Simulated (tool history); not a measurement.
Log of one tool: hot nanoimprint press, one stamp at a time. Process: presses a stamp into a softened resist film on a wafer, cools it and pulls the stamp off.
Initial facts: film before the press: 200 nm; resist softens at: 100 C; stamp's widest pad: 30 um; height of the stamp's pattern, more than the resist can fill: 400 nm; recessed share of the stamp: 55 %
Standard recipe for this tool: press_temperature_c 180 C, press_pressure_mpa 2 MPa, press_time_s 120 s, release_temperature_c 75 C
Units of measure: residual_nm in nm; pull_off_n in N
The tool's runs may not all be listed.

run    hour  press_temperature_c  press_pressure_mpa  press_time_s  release_temperature_c  residual_nm  pull_off_n
  1       0                  180                   2           120                     75         73.6         163
  2    46.4                  180                   2           120                     75         73.5         153
  3    94.1                  180                   2           120                     75         73.6         173
  4   140.4                  173                   2           120                     75         95.2         169
  5   177.4                  173                   2           120                     62         94.5         212
  6     233                  180                   2           154                     75         65.7         178
  7   255.7                  180                   2           154                     75         65.9         178
  8   298.7                  180                   2           154                     75         65.9         174
      328.5  -- stamp cleaned and given a new release coat
  9   331.9                  180                   2            85                     75         82.1         142
 10   378.6                  180                   2            85                     75         80.6         154
 11   407.9                  180                   2            85                     75         80.9         149
 12   455.8                  180                   2            85                     75           81         155
 13   499.2                  180                   2            85                     75         81.2         158
 14   530.2                  170                   2           120                     75        102.4         157
      536.4  -- plate thermocouple calibrated
 15     556                  180                   2           147                     75         65.3         158
 16   585.4                  191                2.12           200                     75         38.3         167
 17   621.2                  191                2.12           200                     75         37.6         161
 18   657.3                  191                2.12           200                     75         37.4         171
 19   696.1                  169                1.48           123                     62          117         206
 20   747.8                  169                2.56           123                     65         91.6         208
 21     790                  169                2.56           123                     65         92.3         206
      815.7  -- stamp cleaned and given a new release coat
      821.8  -- plate thermocouple calibrated, once more
 22   826.2                  172                   2           120                     76        100.2         143
 23     874                  180                   2            61                     75         95.1         152
 24   907.5                  180                1.93            61                     80         97.7         139
 25   930.5                  172                1.93            61                     78        125.1         147
 26   979.1                  184                   2           120                     75         64.2         162
      990.6  -- press's hydraulic seals changed and the load cell set to zero
 27  1021.8                  179                 1.2           129                     80         94.2         141
 28  1076.7                  179                 1.2           129                     70         93.7         179
 29  1126.2                  179                 1.2            71                     69        113.2         191

4 options for the next run, each taken on its own from the tool as it stands now. Forecast them:
  A  1172.1                  179                 1.2           229                     71            ?           ?
  B  1172.1                  181                 1.2            66                     63            ?           ?
  C  1172.1                  179                1.78           120                     79            ?           ?
  D  1172.1                  179                 1.2            83                     80            ?           ?

run  residual_nm  pull_off_n
  A         76.1         186
  B        110.3         206
  C         78.6         156
  D        109.1         148
Take away the tool's hidden state, keep each run's random variation, and the runs would have read:
run  residual_nm  pull_off_n
  A         78.5         163
  B        113.1         180
  C           81         136
  D          112         129

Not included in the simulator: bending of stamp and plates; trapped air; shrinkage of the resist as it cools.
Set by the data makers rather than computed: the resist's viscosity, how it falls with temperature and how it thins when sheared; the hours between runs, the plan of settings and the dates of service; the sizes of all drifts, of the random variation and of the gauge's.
